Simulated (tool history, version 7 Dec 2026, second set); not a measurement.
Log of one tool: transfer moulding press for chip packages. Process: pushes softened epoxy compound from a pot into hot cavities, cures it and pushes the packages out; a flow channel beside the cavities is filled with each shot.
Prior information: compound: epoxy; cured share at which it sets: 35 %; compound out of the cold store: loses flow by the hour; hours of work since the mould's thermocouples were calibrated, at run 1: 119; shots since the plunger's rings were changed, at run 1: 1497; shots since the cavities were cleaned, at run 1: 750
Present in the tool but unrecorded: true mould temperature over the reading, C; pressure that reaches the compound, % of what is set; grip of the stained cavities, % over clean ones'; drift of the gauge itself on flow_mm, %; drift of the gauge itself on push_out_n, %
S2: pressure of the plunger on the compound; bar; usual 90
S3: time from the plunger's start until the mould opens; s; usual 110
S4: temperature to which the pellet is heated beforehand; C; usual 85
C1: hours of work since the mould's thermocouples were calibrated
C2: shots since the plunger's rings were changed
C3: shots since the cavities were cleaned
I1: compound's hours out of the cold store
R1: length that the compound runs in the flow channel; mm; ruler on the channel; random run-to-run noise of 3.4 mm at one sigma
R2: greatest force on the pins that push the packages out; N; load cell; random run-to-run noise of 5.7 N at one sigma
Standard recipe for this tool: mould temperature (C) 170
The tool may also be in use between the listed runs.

run 1 hour=0 | mould_temperature_(C)=170 S2=90 S3=110 S4=85 | C1=119 C2=1497 C3=750 | I1=47 | R1=580 R2=207
run 2 hour=7.1 | mould_temperature_(C)=170 S2=109 S3=110 S4=85 | C1=123 C2=1568 C3=821 | I1=14 | R1=688 R2=206
run 3 hour=19.9 | mould_temperature_(C)=170 S2=109 S3=110 S4=85 | C1=131 C2=1697 C3=950 | I1=37.6 | R1=647 R2=204
-- hour=31.3 cavities cleaned with cleaning compound and waxed
run 4 hour=33.3 | mould_temperature_(C)=169 S2=90 S3=110 S4=85 | C1=138 C2=1816 C3=21 | I1=21.1 | R1=624 R2=225
run 5 hour=46.2 | mould_temperature_(C)=169 S2=90 S3=110 S4=85 | C1=146 C2=1945 C3=150 | I1=47.5 | R1=578 R2=207
run 6 hour=57.5 | mould_temperature_(C)=169 S2=90 S3=110 S4=85 | C1=152 C2=2058 C3=263 | I1=17.7 | R1=623 R2=215
run 7 hour=72.1 | mould_temperature_(C)=169 S2=90 S3=110 S4=85 | C1=161 C2=2204 C3=409 | I1=38.4 | R1=595 R2=212
run 8 hour=87 | mould_temperature_(C)=169 S2=90 S3=110 S4=85 | C1=170 C2=2354 C3=559 | I1=37.7 | R1=600 R2=225
run 9 hour=94.9 | mould_temperature_(C)=177 S2=90 S3=110 S4=85 | C1=175 C2=2433 C3=638 | I1=15.5 | R1=604 R2=185
run 10 hour=103.9 | mould_temperature_(C)=170 S2=90 S3=110 S4=85 | C1=180 C2=2523 C3=728 | I1=37.1 | R1=593 R2=211
run 11 hour=114.8 | mould_temperature_(C)=170 S2=90 S3=110 S4=85 | C1=186 C2=2632 C3=837 | I1=28.3 | R1=606 R2=211
run 12 hour=128.7 | mould_temperature_(C)=170 S2=90 S3=110 S4=85 | C1=195 C2=2771 C3=976 | I1=37.7 | R1=592 R2=221
-- hour=137.3 cavities cleaned with cleaning compound and waxed
run 13 hour=139.3 | mould_temperature_(C)=170 S2=88.9 S3=110 S4=85 | C1=200 C2=2863 C3=20 | I1=22.4 | R1=608 R2=196
run 14 hour=148.2 | mould_temperature_(C)=170 S2=88.9 S3=110 S4=85 | C1=205 C2=2952 C3=109 | I1=29.8 | R1=598 R2=212
run 15 hour=158.4 | mould_temperature_(C)=170 S2=90 S3=110 S4=76 | C1=211 C2=3054 C3=211 | I1=27.4 | R1=602 R2=208
run 16 hour=170.5 | mould_temperature_(C)=170 S2=90 S3=110 S4=76 | C1=219 C2=3175 C3=332 | I1=31.6 | R1=600 R2=206

Run 17, settings as shown, results not yet in. Your forecast:
run 17 hour=182.8 | mould_temperature_(C)=170 S2=90 S3=110 S4=76 | C1=226 C2=3299 C3=456 | I1=19.8 | R1=? R2=?

Logged for run 17: R1 613 mm, R2 213 N.
Minus the tool's unlogged condition, the same run would have read R1 614 mm, R2 210 N.
